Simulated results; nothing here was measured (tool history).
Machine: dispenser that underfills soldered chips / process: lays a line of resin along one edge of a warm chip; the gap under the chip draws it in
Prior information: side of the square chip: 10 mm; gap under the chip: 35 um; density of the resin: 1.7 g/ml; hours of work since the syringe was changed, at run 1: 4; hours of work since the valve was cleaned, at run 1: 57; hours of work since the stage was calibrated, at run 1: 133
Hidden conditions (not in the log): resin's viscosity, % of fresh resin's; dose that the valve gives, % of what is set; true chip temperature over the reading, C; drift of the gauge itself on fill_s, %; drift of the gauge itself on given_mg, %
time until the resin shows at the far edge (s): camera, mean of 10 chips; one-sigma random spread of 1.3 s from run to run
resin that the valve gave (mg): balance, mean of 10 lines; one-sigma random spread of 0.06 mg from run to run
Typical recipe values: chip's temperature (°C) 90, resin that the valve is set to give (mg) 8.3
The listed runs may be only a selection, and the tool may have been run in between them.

run    day  chip's temperature (°C)  resin that the valve is set to give (mg)  hours of work since the syringe was changed  hours of work since the valve was cleaned  hours of work since the stage was calibrated  time until the resin shows at the far edge (s)  resin that the valve gave (mg)
  1      0                       90                                       8.3                                            4                                         57                                           133                                           170.7                             7.9
  2  0.083                       90                                      7.54                                            5                                         59                                           134                                           193.8                            7.17
  3  0.175                       90                                      7.54                                            7                                         61                                           136                                           211.8                            7.03
     0.279  -- new syringe of resin
  4  0.346                       90                                      7.46                                            1                                         63                                           139                                           150.3                            7.09
  5  0.479                       90                                       8.3                                            4                                         66                                           141                                           164.6                            7.77
  6  0.567                       90                                       8.3                                            5                                         67                                           142                                           179.8                            7.84
  7  0.692                       90                                       8.3                                            7                                         69                                           145                                           202.1                            7.74
     0.783  -- new syringe of resin
  8  0.812                       90                                       8.3                                            0                                         71                                           147                                           139.8                            7.79
  9  1.004                       90                                       8.2                                            4                                         75                                           150                                           171.1                            7.66
 10  1.158                       90                                       8.2                                            7                                         77                                           153                                           200.7                            7.65
 11   1.25                       90                                       8.2                                            8                                         79                                           154                                           223.1                            7.72
     1.288  -- new syringe of resin
 12  1.446                       90                                      9.23                                            3                                         82                                           158                                           155.8                             8.5
 13  1.633                       81                                       8.3                                            6                                         86                                           161                                           300.7                            7.71
 14  1.767                       81                                       8.3                                            8                                         88                                           163                                           342.3                            7.61
     1.796  -- new syringe of resin
 15  1.958                       81                                       8.3                                            3                                         91                                           166                                             254                            7.63
 16   2.15                       81                                       8.3                                            6                                         95                                           170                                           311.3                            7.62
     2.292  -- new syringe of resin
 17    2.3                       90                                     10.09                                            0                                         97                                           172                                           137.1                            9.29
 18  2.488                       90                                     10.09                                            3                                        100                                           176                                           164.8                            9.24
 19  2.579                       85                                      9.07                                            5                                        102                                           177                                           236.4                            8.26
 20  2.679                       85                                      9.07                                            7                                        104                                           179                                           260.6                            8.17
     2.792  -- new syringe of resin
 21  2.792                       85                                      9.07                                            0                                        105                                           181                                           172.4                            8.18
 22  2.912                       91                                     10.11                                            2                                        108                                           183                                           142.8                            9.13
 23  3.054                       89                                      7.38                                            5                                        110                                           185                                             202                            6.59

Forecast run 24:
 24  3.217                       89                                      7.38                                            8                                        113                                           188                                               ?                               ?

{"run 24": {"time until the resin shows at the far edge (s)": 240.1, "resin that the valve gave (mg)": 6.7}}
Minus the tool's unlogged condition, the same run would have read time until the resin shows at the far edge (s) 142.3, resin that the valve gave (mg) 7.43.

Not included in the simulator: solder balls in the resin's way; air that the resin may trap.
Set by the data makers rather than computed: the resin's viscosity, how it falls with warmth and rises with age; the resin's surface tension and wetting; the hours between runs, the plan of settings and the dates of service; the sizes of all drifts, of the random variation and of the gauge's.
